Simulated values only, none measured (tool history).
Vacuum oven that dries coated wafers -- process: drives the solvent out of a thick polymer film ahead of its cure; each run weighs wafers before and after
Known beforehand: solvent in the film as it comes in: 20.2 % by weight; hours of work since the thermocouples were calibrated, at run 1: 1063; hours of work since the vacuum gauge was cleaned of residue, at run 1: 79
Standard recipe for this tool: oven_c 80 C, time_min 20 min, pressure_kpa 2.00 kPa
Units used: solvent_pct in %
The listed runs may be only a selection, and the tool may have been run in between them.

run	hour	oven_c	time_min	pressure_kpa	hours of work since the thermocouples were calibrated	hours of work since the vacuum gauge was cleaned of residue	solvent_pct
1	0.0	80	20	2.00	1063	79	1.77
2	9.1	80	20	2.00	1068	85	1.82
3	23.1	80	20	2.00	1077	94	1.78
4	35.7	80	20	2.00	1086	102	1.82
5	42.3	80	20	2.00	1090	107	1.83
6	53.0	80	20	2.00	1097	113	1.94
7	60.7	80	20	7.46	1102	118	5.25
8	67.0	80	20	7.46	1106	122	5.16
9	76.9	80	20	7.46	1112	129	5.20
10	90.2	80	20	2.00	1120	137	1.85
11	99.4	80	20	2.00	1126	143	1.84
12	112.3	80	20	2.00	1135	152	1.76
13	126.7	80	20	2.00	1144	161	1.72
14	135.9	80	20	2.00	1150	167	1.71
15	146.0	80	20	2.00	1156	173	1.92
16	155.9	83	20	2.00	1163	180	1.41
17	165.3	83	20	2.00	1169	186	1.42
18	178.3	83	20	1.84	1177	194	1.28
19	187.2	83	20	1.84	1183	200	1.29
20	200.9	83	20	1.84	1192	208	1.26
21	209.4	80	20	2.00	1197	214	1.79
22	224.6	80	20	2.00	1207	224	1.89
23	239.2	80	20	2.00	1216	233	1.83
24	251.7	80	20	2.00	1224	241	1.74
25	261.0	75	20	2.00	1230	247	2.83
26	274.4	86	19	4.45	1239	256	2.33
27	286.2	86	19	4.45	1246	263	2.42
28	294.6	78	23	7.06	1252	269	5.56
29	300.9	78	17	4.86	1256	273	4.42
30	313.4	73	28	2.00	1264	281	2.35
31	319.7	85	16	1.34	1268	285	1.14
32	332.8	80	20	1.80	1276	293	1.69
33	346.8	90	20	1.23	1285	302	0.62
34	357.4	80	20	3.06	1292	309	2.40
35	364.4	73	23	2.00	1297	313	2.91
36	375.4	73	10	2.00	1304	320	6.65
37	382.0	72	15	6.22	1308	325	7.95
38	394.9	90	20	4.92	1316	333	2.13
39	403.7	94	20	2.00	1322	339	0.69
40	413.4	86	20	1.05	1328	345	0.63
41	423.9	93	20	2.92	1335	352	1.08
42	432.8	93	20	2.92	1340	357	1.09
43	441.0	93	20	2.92	1346	363	1.23
44	451.4	93	20	2.92	1352	369	1.06
45	463.8	66	20	2.00	1360	377	5.73
46	470.6	88	25	1.69	1365	382	0.71
47	480.9	88	25	1.69	1371	388	0.75

Below are 4 alternative next runs, each starting from the tool's condition after run 47. Predict each:
A	494.5	80	20	1.40	1380	397	?
B	494.5	81	20	1.69	1380	397	?
C	494.5	70	20	1.76	1380	397	?
D	494.5	91	16	1.17	1380	397	?

run	solvent_pct
A	1.46
B	1.47
C	4.09
D	0.63
Had the tool no hidden state, the same runs would have come out as:
run	solvent_pct
A	1.45
B	1.46
C	4.06
D	0.63

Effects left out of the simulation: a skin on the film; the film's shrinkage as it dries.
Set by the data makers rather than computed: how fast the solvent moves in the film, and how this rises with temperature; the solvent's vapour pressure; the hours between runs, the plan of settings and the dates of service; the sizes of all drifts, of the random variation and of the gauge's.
